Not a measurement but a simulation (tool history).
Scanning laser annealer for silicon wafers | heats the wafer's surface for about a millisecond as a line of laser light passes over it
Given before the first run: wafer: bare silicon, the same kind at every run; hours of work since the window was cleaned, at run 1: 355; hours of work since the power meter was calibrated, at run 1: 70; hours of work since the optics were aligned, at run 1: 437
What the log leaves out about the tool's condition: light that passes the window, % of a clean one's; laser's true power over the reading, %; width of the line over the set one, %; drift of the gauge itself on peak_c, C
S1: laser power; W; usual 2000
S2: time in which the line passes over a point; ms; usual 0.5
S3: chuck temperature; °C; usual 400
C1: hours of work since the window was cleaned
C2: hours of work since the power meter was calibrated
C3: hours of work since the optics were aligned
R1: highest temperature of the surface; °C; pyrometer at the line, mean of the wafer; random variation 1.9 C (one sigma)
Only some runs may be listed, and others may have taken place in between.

| run | hour | S1 | S2 | S3 | C1 | C2 | C3 | R1 |
|---|---|---|---|---|---|---|---|---|
| 1 | 0 | 2000 | 0.5 | 400 | 355 | 70 | 437 | 1145 |
| 2 | 8.9 | 2000 | 0.5 | 400 | 359 | 74 | 442 | 1146 |
| 3 | 23.1 | 2000 | 0.5 | 400 | 366 | 82 | 449 | 1148 |
| 4 | 37.8 | 2000 | 0.5 | 400 | 373 | 89 | 456 | 1145 |
| 5 | 46.6 | 2000 | 0.5 | 400 | 378 | 93 | 461 | 1144 |
| 6 | 55.4 | 2000 | 0.5 | 400 | 382 | 98 | 465 | 1140 |
| 7 | 66.1 | 2000 | 0.5 | 400 | 387 | 103 | 470 | 1143 |
| 8 | 74 | 2000 | 0.5 | 400 | 391 | 107 | 474 | 1143 |
| 9 | 88.4 | 2000 | 0.5 | 400 | 398 | 114 | 481 | 1143 |
| 10 | 98 | 2000 | 0.5 | 400 | 403 | 119 | 486 | 1139 |
| 11 | 107 | 2000 | 0.5 | 400 | 408 | 123 | 490 | 1141 |
| 12 | 118.3 | 2000 | 0.5 | 372 | 413 | 129 | 496 | 1113 |
| 13 | 131 | 1976 | 0.5 | 400 | 420 | 135 | 502 | 1128 |
| 14 | 138.1 | 1976 | 0.5 | 400 | 423 | 139 | 506 | 1130 |
| 15 | 146.7 | 2000 | 0.546 | 400 | 427 | 143 | 510 | 1170 |
| 16 | 158.7 | 2000 | 0.546 | 400 | 433 | 149 | 516 | 1170 |
| 17 | 172.6 | 2000 | 0.5 | 427 | 440 | 156 | 523 | 1167 |
| 18 | 183.1 | 2000 | 0.5 | 427 | 445 | 161 | 528 | 1166 |
| 19 | 197 | 2000 | 0.5 | 427 | 452 | 168 | 535 | 1168 |
| 20 | 206.6 | 2000 | 0.5 | 400 | 457 | 173 | 540 | 1138 |
| 21 | 216.8 | 2000 | 0.5 | 400 | 462 | 178 | 545 | 1139 |
| 22 | 224.5 | 2000 | 0.5 | 400 | 466 | 181 | 549 | 1140 |
| 23 | 236.9 | 2000 | 0.5 | 400 | 472 | 188 | 555 | 1136 |
| 24 | 250.1 | 2000 | 0.5 | 400 | 479 | 194 | 561 | 1138 |
| 25 | 261.1 | 1979 | 0.5 | 400 | 484 | 200 | 567 | 1128 |
| 26 | 273.4 | 1850 | 0.5 | 432 | 490 | 206 | 573 | 1115 |
| 27 | 280.7 | 2118 | 0.488 | 373 | 494 | 209 | 577 | 1148 |
| 28 | 293.1 | 2118 | 0.451 | 373 | 500 | 215 | 583 | 1119 |
| 29 | 302 | 2118 | 0.451 | 373 | 504 | 220 | 587 | 1117 |
| 30 | 308.9 | 2118 | 0.451 | 373 | 508 | 223 | 591 | 1119 |
| 31 | 324.5 | 2129 | 0.561 | 375 | 516 | 231 | 598 | 1198 |
| 32 | 331.4 | 1930 | 0.561 | 375 | 519 | 234 | 602 | 1122 |
| 33 | 340.7 | 1930 | 0.561 | 375 | 524 | 239 | 606 | 1122 |
| 34 | 349.3 | 1912 | 0.5 | 372 | 528 | 243 | 611 | 1076 |
| 35 | 355.8 | 1912 | 0.5 | 372 | 531 | 247 | 614 | 1078 |
| 36 | 369.3 | 1912 | 0.5 | 372 | 538 | 253 | 621 | 1074 |
| 37 | 383.7 | 1980 | 0.508 | 372 | 545 | 260 | 628 | 1107 |
| 38 | 393.9 | 2000 | 0.525 | 439 | 550 | 265 | 633 | 1191 |
| 39 | 407 | 2113 | 0.443 | 424 | 557 | 272 | 639 | 1162 |
| 40 | 417.1 | 2113 | 0.59 | 424 | 562 | 277 | 644 | 1261 |
| 41 | 427.3 | 2113 | 0.59 | 416 | 567 | 282 | 649 | 1250 |

Consider 3 possible next runs. They are alternatives, not a sequence: every one starts from the tool as it was left by run 41. What does each give?
| A | 437.1 | 2169 | 0.448 | 377 | 571 | 287 | 654 | ? |
| B | 437.1 | 1968 | 0.5 | 400 | 571 | 287 | 654 | ? |
| C | 437.1 | 1775 | 0.372 | 393 | 571 | 287 | 654 | ? |

| run | R1 |
|---|---|
| A | 1136 |
| B | 1120 |
| C | 962 |
Without the tool's hidden state the same runs would have given:
| run | R1 |
|---|---|
| A | 1166 |
| B | 1150 |
| C | 985 |

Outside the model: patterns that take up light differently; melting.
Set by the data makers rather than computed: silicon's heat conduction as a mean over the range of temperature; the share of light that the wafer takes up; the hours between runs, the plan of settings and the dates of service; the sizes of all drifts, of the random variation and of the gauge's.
